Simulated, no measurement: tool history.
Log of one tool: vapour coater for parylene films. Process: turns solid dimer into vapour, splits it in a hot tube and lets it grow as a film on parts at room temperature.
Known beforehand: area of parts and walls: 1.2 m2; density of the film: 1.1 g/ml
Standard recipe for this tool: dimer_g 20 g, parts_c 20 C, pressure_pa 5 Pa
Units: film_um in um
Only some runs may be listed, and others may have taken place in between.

run 1 hour=0 | dimer_g=20 parts_c=20 pressure_pa=5 | film_um=9.7
run 2 hour=59.3 | dimer_g=36 parts_c=20 pressure_pa=5 | film_um=17.05
run 3 hour=121.3 | dimer_g=20 parts_c=14 pressure_pa=5 | film_um=10.85
run 4 hour=176.3 | dimer_g=20 parts_c=14 pressure_pa=5 | film_um=10.61
run 5 hour=228.1 | dimer_g=20 parts_c=20 pressure_pa=6.87 | film_um=8.57
-- hour=282.9 trap's valve overhauled
run 6 hour=296.6 | dimer_g=20 parts_c=20 pressure_pa=6.87 | film_um=9.76
run 7 hour=351.1 | dimer_g=20 parts_c=20 pressure_pa=6.87 | film_um=9.45
run 8 hour=383.1 | dimer_g=21 parts_c=20 pressure_pa=5 | film_um=10.17
run 9 hour=417.1 | dimer_g=20 parts_c=20 pressure_pa=5 | film_um=9.53
run 10 hour=464.9 | dimer_g=20 parts_c=20 pressure_pa=5 | film_um=9.31
run 11 hour=511.1 | dimer_g=20 parts_c=20 pressure_pa=5 | film_um=9.11
run 12 hour=561.9 | dimer_g=20 parts_c=20 pressure_pa=5 | film_um=8.98
run 13 hour=596.8 | dimer_g=14 parts_c=20 pressure_pa=5 | film_um=6.18
-- hour=649 trap's valve overhauled
run 14 hour=667.8 | dimer_g=20 parts_c=20 pressure_pa=9.89 | film_um=9.56
run 15 hour=712.6 | dimer_g=12 parts_c=23 pressure_pa=2.42 | film_um=5.61
run 16 hour=765.9 | dimer_g=20 parts_c=14 pressure_pa=5.12 | film_um=11.06
run 17 hour=816.8 | dimer_g=20 parts_c=14 pressure_pa=5.65 | film_um=10.79
run 18 hour=888.4 | dimer_g=22 parts_c=25 pressure_pa=5.65 | film_um=8.75
run 19 hour=919.9 | dimer_g=22 parts_c=25 pressure_pa=5.65 | film_um=8.49
run 20 hour=984.6 | dimer_g=22 parts_c=25 pressure_pa=5.65 | film_um=8.16
-- hour=1014.9 trap's valve overhauled
run 21 hour=1043.6 | dimer_g=17 parts_c=26 pressure_pa=4.21 | film_um=7.33
run 22 hour=1103.6 | dimer_g=26 parts_c=25 pressure_pa=11.88 | film_um=10.32
run 23 hour=1135.9 | dimer_g=16 parts_c=27 pressure_pa=7.03 | film_um=6.21
run 24 hour=1179.2 | dimer_g=16 parts_c=27 pressure_pa=7.03 | film_um=6.03
run 25 hour=1242.1 | dimer_g=14 parts_c=24 pressure_pa=7.6 | film_um=5.46

What if the next run were any one of these 4? Each begins from the tool's condition after run 25:
run A hour=1281 | dimer_g=26 parts_c=14 pressure_pa=7.6 | film_um=?
run B hour=1281 | dimer_g=14 parts_c=19 pressure_pa=2.05 | film_um=?
run C hour=1281 | dimer_g=14 parts_c=19 pressure_pa=5.89 | film_um=?
run D hour=1281 | dimer_g=14 parts_c=23 pressure_pa=2.91 | film_um=?

run=A film_um=13.15
run=B film_um=6.7
run=C film_um=6.37
run=D film_um=5.88
What these runs would have given with no unlogged condition in the tool:
run=A film_um=14.86
run=B film_um=7.58
run=C film_um=7.19
run=D film_um=6.65
